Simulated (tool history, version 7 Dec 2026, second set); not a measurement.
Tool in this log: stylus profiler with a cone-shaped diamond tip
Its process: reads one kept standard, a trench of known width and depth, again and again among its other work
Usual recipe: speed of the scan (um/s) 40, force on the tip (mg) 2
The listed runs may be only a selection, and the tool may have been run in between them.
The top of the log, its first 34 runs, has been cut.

run	hour	speed of the scan (um/s)	force on the tip (mg)	depth of the trench (angstrom)	width of the trench's floor (um)
35	988.1	39	1.38	10043.3	93.29
36	1005.6	102	2.32	10062.3	92.96
37	1024.2	13	2.07	10058.9	93.42
38	1049.6	78	2	10052.2	92.94
39	1082.8	78	4.79	10099.9	93.04
40	1113.9	78	1.49	10040.1	92.66
41	1142.4	78	1.49	10041.5	92.62
42	1162.2	123	1.02	10033.2	91.94
43	1192.4	39	1.02	10034.8	92.68
44	1214.6	40	4.73	10097.5	92.84
45	1238.7	142	0.86	10028.5	91.45
46	1276.6	142	0.86	10026.4	91.4

4 ways to go on from here, each from the tool as it stands after run 46. What would each give?
A	1300	81	4.73	?	?
B	1300	115	4.47	?	?
C	1300	14	2.16	?	?
D	1300	21	2.87	?	?

run	depth of the trench (angstrom)	width of the trench's floor (um)
A	10097.5	92.44
B	10093.2	92.23
C	10054.8	92.66
D	10067.4	92.65
Without the tool's unlogged condition, the same runs would have read:
run	depth of the trench (angstrom)	width of the trench's floor (um)
A	10104.1	93.68
B	10099.8	93.48
C	10061.3	93.9
D	10074	93.89
